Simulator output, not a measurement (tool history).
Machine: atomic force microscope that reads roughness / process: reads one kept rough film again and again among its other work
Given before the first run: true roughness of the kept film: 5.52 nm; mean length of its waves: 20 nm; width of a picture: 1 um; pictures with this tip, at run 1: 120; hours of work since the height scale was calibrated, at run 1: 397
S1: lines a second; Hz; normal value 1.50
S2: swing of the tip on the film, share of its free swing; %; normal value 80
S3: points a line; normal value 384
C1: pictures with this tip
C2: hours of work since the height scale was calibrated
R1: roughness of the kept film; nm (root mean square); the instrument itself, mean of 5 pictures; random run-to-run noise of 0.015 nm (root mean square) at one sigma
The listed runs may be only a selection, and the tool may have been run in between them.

run	day	S1	S2	S3	C1	C2	R1
1	0.000	1.50	80	384	120	397	2.836
2	1.425	1.50	80	384	179	414	2.511
# day 1.917: new tip fitted
3	3.292	1.50	80	384	57	436	3.168
4	4.625	1.50	80	384	112	453	2.780
5	6.362	3.39	80	384	185	474	2.031
# day 6.612: new tip fitted
6	8.062	1.50	80	384	60	494	3.161
7	10.462	1.66	80	384	160	523	2.507
# day 11.338: new tip fitted
8	12.604	1.50	84	384	53	549	3.084
9	13.879	1.50	84	384	106	565	2.734
# day 16.012: new tip fitted
10	16.054	1.42	84	384	2	591	3.542
11	18.475	1.42	84	384	103	620	2.841
# day 18.746: height scale calibrated on a step standard
# day 20.654: new tip fitted
12	21.000	3.94	80	384	14	27	2.870
13	22.354	3.94	80	384	71	44	2.526
14	24.692	3.94	80	384	168	72	2.084
# day 25.383: new tip fitted
# day 25.675: height scale calibrated on a step standard, once more
15	26.583	3.94	80	384	48	11	2.595
16	28.012	3.94	80	384	107	28	2.276
# day 30.221: new tip fitted
17	30.233	3.94	80	384	1	55	2.919
18	31.850	3.94	80	384	68	75	2.438
19	33.779	1.50	80	384	149	98	2.515
# day 34.938: new tip fitted
20	35.846	1.50	80	384	38	123	3.250
21	38.112	1.50	80	384	132	151	2.636
# day 39.683: new tip fitted
22	39.808	1.50	80	384	6	171	3.591
23	40.908	1.50	80	384	51	185	3.220
24	42.342	1.50	80	277	111	202	2.766
# day 44.296: new tip fitted
25	44.717	0.71	56	384	18	231	3.955
26	46.588	1.98	80	384	96	253	2.698
27	48.108	2.26	80	477	159	272	2.304
# day 48.933: new tip fitted
28	50.150	2.26	80	477	51	296	2.976
29	51.329	0.67	80	384	100	311	3.097
30	52.604	1.50	74	384	153	326	2.682
# day 53.583: new tip fitted
31	54.650	0.98	64	685	44	351	3.668
32	57.083	2.12	80	271	146	381	2.407
# day 58.392: new tip fitted
33	58.650	0.80	79	864	11	399	3.858
34	59.921	1.49	72	889	64	415	3.291
35	61.408	1.49	81	889	126	433	2.740
# day 63.100: new tip fitted
36	63.462	1.49	81	889	15	458	3.566
37	64.592	1.49	81	889	62	471	3.159
38	66.238	1.50	58	384	131	491	2.952
# day 67.804: new tip fitted
39	68.838	1.50	58	384	43	523	3.638
40	71.179	0.59	67	669	140	551	2.972
# day 72.608: new tip fitted
41	72.671	3.98	80	522	2	569	2.950

Alternative continuations, all from the tool just after run 41; predict every row:
A	74.425	1.59	81	353	76	591	?
B	74.425	3.38	85	380	76	591	?
C	74.425	1.93	72	947	76	591	?
D	74.425	2.28	86	402	76	591	?

run	R1
A	2.977
B	2.409
C	3.140
D	2.655
What these runs would have given with no unlogged condition in the tool:
run	R1
A	3.591
B	2.906
C	3.789
D	3.203
